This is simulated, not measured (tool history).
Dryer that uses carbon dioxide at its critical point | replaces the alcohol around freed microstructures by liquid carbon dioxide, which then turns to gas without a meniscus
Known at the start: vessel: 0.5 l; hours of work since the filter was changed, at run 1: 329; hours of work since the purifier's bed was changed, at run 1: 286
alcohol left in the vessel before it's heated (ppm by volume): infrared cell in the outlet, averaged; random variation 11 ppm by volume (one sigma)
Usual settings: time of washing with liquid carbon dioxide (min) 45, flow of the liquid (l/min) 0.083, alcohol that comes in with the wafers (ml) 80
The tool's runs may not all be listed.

run	day	time of washing with liquid carbon dioxide (min)	flow of the liquid (l/min)	alcohol that comes in with the wafers (ml)	hours of work since the filter was changed	hours of work since the purifier's bed was changed	alcohol left in the vessel before it's heated (ppm by volume)
1	0	45	0.083	80	329	286	1319
2	0.662	45	0.083	80	337	294	1352
3	1.525	45	0.0794	80	347	305	1655
4	1.929	45	0.1002	80	352	309	639
5	2.346	42	0.083	80	357	315	1909
6	2.958	42	0.083	80	365	322	1986
7	3.5	45	0.083	80	372	329	1433
8	3.9	45	0.083	80	376	334	1498
9	4.7	45	0.083	77	386	343	1446
10	5.392	69	0.073	93	395	352	479
11	5.925	67	0.1219	114	401	358	207
12	6.571	29	0.1219	104	409	366	2605
13	7.033	47	0.0809	57	415	372	1136
14	7.833	52	0.0529	62	425	382	4040
15	8.542	59	0.126	85	433	390	217
16	8.962	54	0.083	72	438	395	713
17	9.808	64	0.1282	93	449	406	222

5 ways to go on from here, each from the tool as it stands after run 17. What would each give?
A	10.621	34	0.0759	93	459	416	?
B	10.621	61	0.1282	43	459	416	?
C	10.621	45	0.0665	43	459	416	?
D	10.621	71	0.1282	27	459	416	?
E	10.621	51	0.083	39	459	416	?

run	alcohol left in the vessel before it's heated (ppm by volume)
A	7593
B	232
C	2259
D	229
E	607
Without the tool's hidden state the same runs would have given:
run	alcohol left in the vessel before it's heated (ppm by volume)
A	4186
B	7
C	1052
D	6
E	157
